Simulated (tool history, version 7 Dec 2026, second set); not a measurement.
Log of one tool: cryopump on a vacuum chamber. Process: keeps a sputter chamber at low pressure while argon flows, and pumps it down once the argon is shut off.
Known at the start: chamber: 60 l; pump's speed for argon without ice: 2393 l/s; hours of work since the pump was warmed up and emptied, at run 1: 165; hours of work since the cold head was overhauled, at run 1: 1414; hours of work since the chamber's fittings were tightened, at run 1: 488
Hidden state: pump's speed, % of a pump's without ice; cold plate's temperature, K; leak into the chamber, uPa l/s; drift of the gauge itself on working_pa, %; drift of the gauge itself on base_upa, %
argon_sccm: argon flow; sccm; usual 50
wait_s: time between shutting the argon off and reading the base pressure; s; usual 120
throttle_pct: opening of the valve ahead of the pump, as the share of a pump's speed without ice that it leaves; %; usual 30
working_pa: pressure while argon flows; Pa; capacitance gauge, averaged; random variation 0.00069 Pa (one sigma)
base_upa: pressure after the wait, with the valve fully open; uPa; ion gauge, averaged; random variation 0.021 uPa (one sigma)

| run | hour | argon_sccm | wait_s | throttle_pct | hours of work since the pump was warmed up and emptied | hours of work since the cold head was overhauled | hours of work since the chamber's fittings were tightened | working_pa | base_upa |
|---|---|---|---|---|---|---|---|---|---|
| 1 | 0.0 | 50 | 120 | 30 | 165 | 1414 | 488 | 0.1210 | 0.54 |
| 2 | 81.3 | 50 | 120 | 30 | 204 | 1453 | 526 | 0.1228 | 0.55 |
| 3 | 126.8 | 50 | 120 | 30 | 225 | 1474 | 548 | 0.1230 | 0.56 |
| 4 | 185.0 | 50 | 120 | 31 | 253 | 1502 | 576 | 0.1186 | 0.58 |
| 5 | 271.4 | 50 | 120 | 31 | 294 | 1543 | 617 | 0.1202 | 0.55 |
| 6 | 315.0 | 50 | 120 | 31 | 314 | 1563 | 637 | 0.1197 | 0.55 |
| 7 | 391.1 | 50 | 249 | 30 | 350 | 1600 | 673 | 0.1249 | 0.42 |
| 8 | 443.1 | 50 | 249 | 30 | 375 | 1624 | 698 | 0.1249 | 0.42 |
|  | 454.7 | pump warmed up, emptied and cooled again |
| 9 | 497.6 | 50 | 77 | 57 | 20 | 1648 | 721 | 0.0624 | 0.74 |
| 10 | 555.8 | 44 | 55 | 43 | 48 | 1675 | 749 | 0.0735 | 0.97 |
| 11 | 645.9 | 35 | 42 | 30 | 91 | 1718 | 792 | 0.0833 | 1.14 |
| 12 | 731.6 | 58 | 186 | 30 | 131 | 1759 | 832 | 0.1412 | 0.43 |
| 13 | 776.4 | 58 | 267 | 25 | 153 | 1780 | 854 | 0.1677 | 0.43 |
| 14 | 830.4 | 54 | 182 | 39 | 178 | 1805 | 879 | 0.1008 | 0.46 |
| 15 | 906.0 | 54 | 22 | 39 | 214 | 1841 | 915 | 0.1028 | 1.98 |
| 16 | 953.5 | 56 | 22 | 15 | 236 | 1864 | 938 | 0.2713 | 1.97 |

5 ways to go on from here, each from the tool as it stands after run 16. What would each give?
| A | 1045.1 | 92 | 120 | 30 | 280 | 1907 | 981 | ? | ? |
| B | 1045.1 | 36 | 22 | 48 | 280 | 1907 | 981 | ? | ? |
| C | 1045.1 | 43 | 22 | 44 | 280 | 1907 | 981 | ? | ? |
| D | 1045.1 | 75 | 77 | 15 | 280 | 1907 | 981 | ? | ? |
| E | 1045.1 | 78 | 23 | 17 | 280 | 1907 | 981 | ? | ? |

| run | working_pa | base_upa |
|---|---|---|
| A | 0.2257 | 0.61 |
| B | 0.0576 | 2.05 |
| C | 0.0739 | 1.97 |
| D | 0.3585 | 0.82 |
| E | 0.3323 | 1.91 |
Without the tool's hidden state the same runs would have given:
| run | working_pa | base_upa |
|---|---|---|
| A | 0.2153 | 0.43 |
| B | 0.0535 | 1.87 |
| C | 0.0690 | 1.80 |
| D | 0.3500 | 0.64 |
| E | 0.3234 | 1.74 |
